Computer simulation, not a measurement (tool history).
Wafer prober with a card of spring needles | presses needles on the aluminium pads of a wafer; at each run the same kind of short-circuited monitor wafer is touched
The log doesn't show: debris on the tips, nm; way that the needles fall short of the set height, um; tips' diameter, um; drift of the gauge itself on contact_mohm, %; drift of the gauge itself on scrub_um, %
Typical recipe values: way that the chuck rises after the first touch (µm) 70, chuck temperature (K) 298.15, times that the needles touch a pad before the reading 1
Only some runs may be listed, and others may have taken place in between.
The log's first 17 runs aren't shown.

run	hour	way that the chuck rises after the first touch (µm)	chuck temperature (K)	times that the needles touch a pad before the reading	touches since the tips were cleaned	cleanings since the card got new needles	touches since the first contact's height was set	resistance of one needle with its contact and lead (mohm)	way that a needle slides on the pad (µm)
18	274.8	70	298.15	2	4288	32	59312	148	12.89
# hour 290.0: tips cleaned on abrasive film
19	290.8	70	298.15	2	217	33	63762	148	12.92
20	300.1	70	298.15	2	2827	33	66372	149	12.89
21	318.4	70	387.15	1	7971	33	71516	166	12.88
# hour 320.2: tips cleaned on abrasive film
22	332.6	62	387.15	3	3462	34	75469	170	11.39
23	341.5	65	306.15	1	5968	34	77975	154	11.92
# hour 350.2: tips cleaned on abrasive film
24	359.5	51	318.15	3	2616	35	82990	162	9.37
25	376.1	51	318.15	3	7271	35	87645	160	9.32
# hour 380.7: tips cleaned on abrasive film
26	387.5	51	318.15	3	1912	36	90834	158	9.36
27	398.3	51	318.15	3	4938	36	93860	161	9.33
28	409.0	51	348.15	2	7942	36	96864	166	9.33
# hour 410.3: tips cleaned on abrasive film
29	422.9	54	321.15	2	3520	37	100722	158	9.83
# hour 439.9: tips cleaned on abrasive film
30	441.0	54	349.15	1	313	38	105783	169	9.80
31	451.1	54	349.15	1	3160	38	108630	164	9.83
# hour 470.4: tips cleaned on abrasive film
32	470.4	54	349.15	1	0	39	114018	163	9.83
33	489.6	70	323.15	1	5376	39	119394	152	12.70
# hour 501.0: tips cleaned on abrasive film
34	508.0	70	323.15	1	1958	40	124540	152	12.68

Here are 4 independent what-if runs from the current tool condition. What would each one return?
A	522.6	82	376.15	2	6037	40	128619	?	?
B	522.6	87	324.15	3	6037	40	128619	?	?
C	522.6	76	332.15	1	6037	40	128619	?	?
D	522.6	53	313.15	2	6037	40	128619	?	?

run	resistance of one needle with its contact and lead (mohm)	way that a needle slides on the pad (µm)
A	161	14.91
B	150	15.75
C	156	13.75
D	160	9.59
What these runs would have given with no unlogged condition in the tool:
run	resistance of one needle with its contact and lead (mohm)	way that a needle slides on the pad (µm)
A	161	15.21
B	150	16.07
C	156	14.04
D	160	9.79
